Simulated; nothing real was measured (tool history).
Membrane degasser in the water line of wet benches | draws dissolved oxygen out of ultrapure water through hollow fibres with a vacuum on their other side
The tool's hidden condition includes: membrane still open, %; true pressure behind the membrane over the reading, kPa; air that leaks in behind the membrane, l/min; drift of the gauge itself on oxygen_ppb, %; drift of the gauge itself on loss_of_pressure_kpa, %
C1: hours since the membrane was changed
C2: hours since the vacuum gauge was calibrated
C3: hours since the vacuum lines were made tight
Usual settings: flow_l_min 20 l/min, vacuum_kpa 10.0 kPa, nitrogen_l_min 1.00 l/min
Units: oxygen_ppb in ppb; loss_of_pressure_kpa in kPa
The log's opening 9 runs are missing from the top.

{"run": 10, "hour": 1950.1, "flow_l_min": 20, "vacuum_kpa": 10.0, "nitrogen_l_min": 0.51, "C1": 14306, "C2": 2848, "C3": 1181, "oxygen_ppb": 522.7, "loss_of_pressure_kpa": 26.27}
{"run": 11, "hour": 2205.3, "flow_l_min": 13, "vacuum_kpa": 10.0, "nitrogen_l_min": 0.51, "C1": 14561, "C2": 3103, "C3": 1436, "oxygen_ppb": 362.9, "loss_of_pressure_kpa": 17.13}
{"run": 12, "hour": 2373.6, "flow_l_min": 13, "vacuum_kpa": 15.3, "nitrogen_l_min": 0.51, "C1": 14729, "C2": 3272, "C3": 1604, "oxygen_ppb": 624.4, "loss_of_pressure_kpa": 17.3}
{"run": 13, "hour": 2625.1, "flow_l_min": 13, "vacuum_kpa": 15.3, "nitrogen_l_min": 0.51, "C1": 14980, "C2": 3523, "C3": 1856, "oxygen_ppb": 624.6, "loss_of_pressure_kpa": 17.18}
{"run": 14, "hour": 2789.9, "flow_l_min": 20, "vacuum_kpa": 10.0, "nitrogen_l_min": 1.14, "C1": 15145, "C2": 3688, "C3": 2021, "oxygen_ppb": 274.2, "loss_of_pressure_kpa": 26.73}
{"run": 15, "hour": 2998.4, "flow_l_min": 20, "vacuum_kpa": 10.0, "nitrogen_l_min": 1.14, "C1": 15354, "C2": 3897, "C3": 2229, "oxygen_ppb": 277.8, "loss_of_pressure_kpa": 26.79}
{"run": 16, "hour": 3312.6, "flow_l_min": 20, "vacuum_kpa": 10.0, "nitrogen_l_min": 2.48, "C1": 15668, "C2": 4211, "C3": 2543, "oxygen_ppb": 145.3, "loss_of_pressure_kpa": 26.52}
{"run": 17, "hour": 3475.2, "flow_l_min": 19, "vacuum_kpa": 8.9, "nitrogen_l_min": 1.34, "C1": 15831, "C2": 4373, "C3": 2706, "oxygen_ppb": 196.0, "loss_of_pressure_kpa": 25.26}
{"run": 18, "hour": 3759.3, "flow_l_min": 20, "vacuum_kpa": 9.8, "nitrogen_l_min": 0.78, "C1": 16115, "C2": 4657, "C3": 2990, "oxygen_ppb": 368.3, "loss_of_pressure_kpa": 26.39}
{"run": 19, "hour": 3973.8, "flow_l_min": 16, "vacuum_kpa": 10.0, "nitrogen_l_min": 0.67, "C1": 16329, "C2": 4872, "C3": 3204, "oxygen_ppb": 351.9, "loss_of_pressure_kpa": 21.28}
{"run": 20, "hour": 4235.8, "flow_l_min": 16, "vacuum_kpa": 10.0, "nitrogen_l_min": 0.67, "C1": 16591, "C2": 5134, "C3": 3466, "oxygen_ppb": 349.2, "loss_of_pressure_kpa": 21.25}
{"run": 21, "hour": 4441.7, "flow_l_min": 16, "vacuum_kpa": 10.0, "nitrogen_l_min": 0.67, "C1": 16797, "C2": 5340, "C3": 3672, "oxygen_ppb": 351.3, "loss_of_pressure_kpa": 21.26}
{"run": 22, "hour": 4720.4, "flow_l_min": 25, "vacuum_kpa": 13.3, "nitrogen_l_min": 0.63, "C1": 17076, "C2": 5618, "C3": 3951, "oxygen_ppb": 778.2, "loss_of_pressure_kpa": 33.1}
{"run": 23, "hour": 4987.0, "flow_l_min": 28, "vacuum_kpa": 10.2, "nitrogen_l_min": 0.6, "C1": 17342, "C2": 5885, "C3": 4218, "oxygen_ppb": 644.8, "loss_of_pressure_kpa": 36.83}
{"hour": 5211.7, "done": "vacuum gauge calibrated"}
{"run": 24, "hour": 5273.0, "flow_l_min": 26, "vacuum_kpa": 10.2, "nitrogen_l_min": 1.58, "C1": 17628, "C2": 61, "C3": 4503, "oxygen_ppb": 290.5, "loss_of_pressure_kpa": 34.4}
{"run": 25, "hour": 5565.1, "flow_l_min": 23, "vacuum_kpa": 10.0, "nitrogen_l_min": 2.64, "C1": 17920, "C2": 353, "C3": 4795, "oxygen_ppb": 161.9, "loss_of_pressure_kpa": 30.53}
{"run": 26, "hour": 5829.6, "flow_l_min": 17, "vacuum_kpa": 12.6, "nitrogen_l_min": 2.64, "C1": 18184, "C2": 618, "C3": 5060, "oxygen_ppb": 151.8, "loss_of_pressure_kpa": 22.63}
{"run": 27, "hour": 6018.9, "flow_l_min": 17, "vacuum_kpa": 12.6, "nitrogen_l_min": 2.64, "C1": 18374, "C2": 807, "C3": 5249, "oxygen_ppb": 151.6, "loss_of_pressure_kpa": 22.66}
{"run": 28, "hour": 6186.9, "flow_l_min": 30, "vacuum_kpa": 10.3, "nitrogen_l_min": 1.0, "C1": 18542, "C2": 975, "C3": 5417, "oxygen_ppb": 481.8, "loss_of_pressure_kpa": 39.45}
{"run": 29, "hour": 6406.5, "flow_l_min": 30, "vacuum_kpa": 10.3, "nitrogen_l_min": 1.0, "C1": 18761, "C2": 1195, "C3": 5637, "oxygen_ppb": 482.4, "loss_of_pressure_kpa": 39.72}
{"run": 30, "hour": 6723.4, "flow_l_min": 30, "vacuum_kpa": 10.3, "nitrogen_l_min": 1.0, "C1": 19078, "C2": 1512, "C3": 5954, "oxygen_ppb": 482.0, "loss_of_pressure_kpa": 40.0}
{"run": 31, "hour": 6947.7, "flow_l_min": 30, "vacuum_kpa": 10.3, "nitrogen_l_min": 1.0, "C1": 19303, "C2": 1736, "C3": 6178, "oxygen_ppb": 479.8, "loss_of_pressure_kpa": 39.87}
{"run": 32, "hour": 7234.3, "flow_l_min": 21, "vacuum_kpa": 20.9, "nitrogen_l_min": 1.45, "C1": 19589, "C2": 2023, "C3": 6464, "oxygen_ppb": 571.5, "loss_of_pressure_kpa": 27.89}

Alternative continuations, all from the tool just after run 32; predict every row:
{"run": "A", "hour": 7479.6, "flow_l_min": 21, "vacuum_kpa": 20.9, "nitrogen_l_min": 2.44, "C1": 19834, "C2": 2268, "C3": 6710, "oxygen_ppb": "?", "loss_of_pressure_kpa": "?"}
{"run": "B", "hour": 7479.6, "flow_l_min": 14, "vacuum_kpa": 20.9, "nitrogen_l_min": 1.45, "C1": 19834, "C2": 2268, "C3": 6710, "oxygen_ppb": "?", "loss_of_pressure_kpa": "?"}
{"run": "C", "hour": 7479.6, "flow_l_min": 17, "vacuum_kpa": 10.1, "nitrogen_l_min": 1.26, "C1": 19834, "C2": 2268, "C3": 6710, "oxygen_ppb": "?", "loss_of_pressure_kpa": "?"}
{"run": "D", "hour": 7479.6, "flow_l_min": 25, "vacuum_kpa": 25.0, "nitrogen_l_min": 0.71, "C1": 19834, "C2": 2268, "C3": 6710, "oxygen_ppb": "?", "loss_of_pressure_kpa": "?"}

run=A oxygen_ppb=365.8 loss_of_pressure_kpa=28.08
run=B oxygen_ppb=392.2 loss_of_pressure_kpa=18.75
run=C oxygen_ppb=219.5 loss_of_pressure_kpa=22.67
run=D oxygen_ppb=1386.3 loss_of_pressure_kpa=33.10
Without the tool's unlogged condition, the same runs would have read:
run=A oxygen_ppb=365.6 loss_of_pressure_kpa=28.05
run=B oxygen_ppb=392.0 loss_of_pressure_kpa=18.73
run=C oxygen_ppb=219.4 loss_of_pressure_kpa=22.64
run=D oxygen_ppb=1386.0 loss_of_pressure_kpa=33.06
